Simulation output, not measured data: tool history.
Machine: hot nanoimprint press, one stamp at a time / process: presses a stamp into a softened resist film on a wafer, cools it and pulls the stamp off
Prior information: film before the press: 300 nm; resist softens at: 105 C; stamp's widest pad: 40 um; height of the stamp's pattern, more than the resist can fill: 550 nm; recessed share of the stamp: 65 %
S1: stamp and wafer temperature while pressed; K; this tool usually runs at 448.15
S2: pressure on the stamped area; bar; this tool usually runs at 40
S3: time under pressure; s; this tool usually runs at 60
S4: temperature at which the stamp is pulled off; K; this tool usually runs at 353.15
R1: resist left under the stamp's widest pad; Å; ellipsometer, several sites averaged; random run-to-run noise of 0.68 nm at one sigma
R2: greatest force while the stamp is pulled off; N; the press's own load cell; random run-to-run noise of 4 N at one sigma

run   hour      S1    S2  S3      S4    R1   R2
  1      0  448.15    40  60  353.15  1217  195
  2   44.4  448.15    40  60  353.15  1225  194
      61.1  -- stamp cleaned and given a new release coat
  3   91.9  448.15    40  60  353.15  1223  188
  4  136.6  448.15  31.4  60  353.15  1398  193
  5  161.3  448.15  31.4  60  353.15  1379  194
  6  202.8  448.15  31.4  60  353.15  1399  200
  7  232.4  448.15  31.4  60  353.15  1391  194
  8  271.3  448.15  55.2  60  353.15  1003  200
     289.4  -- stamp cleaned and given a new release coat
  9  325.4  448.15    54  60  353.15  1016  199
 10  366.8  448.15    54  60  353.15  1013  190
     383.9  -- plate thermocouple calibrated
 11  418.4  452.15    37  66  343.15  1067  208
 12  446.6  447.15    37  66  338.15  1275  222
 13    472  447.15    37  66  338.15  1256  229

Alternative continuations, all from the tool just after run 13; predict every row:
     520.9  -- stamp cleaned and given a new release coat
  A  520.9  456.15  36.5  110  338.15   ?   ?
     520.9  -- stamp cleaned and given a new release coat
  B  520.9  440.15    40   37  353.15   ?   ?
     520.9  -- stamp cleaned and given a new release coat
  C  520.9  454.15    37   41  345.15   ?   ?
     520.9  -- stamp cleaned and given a new release coat
  D  520.9  448.15  59.3   60  353.15   ?   ?
     520.9  -- stamp cleaned and given a new release coat
  E  520.9  447.15  37.7   66  345.15   ?   ?

run    R1   R2
  A   773  230
  B  1837  188
  C  1159  207
  D   950  197
  E  1246  211
The same runs, with their run-to-run variation unchanged, on a tool lacking any hidden condition would have given:
run    R1   R2
  A   782  230
  B  1859  188
  C  1173  207
  D   960  197
  E  1261  211
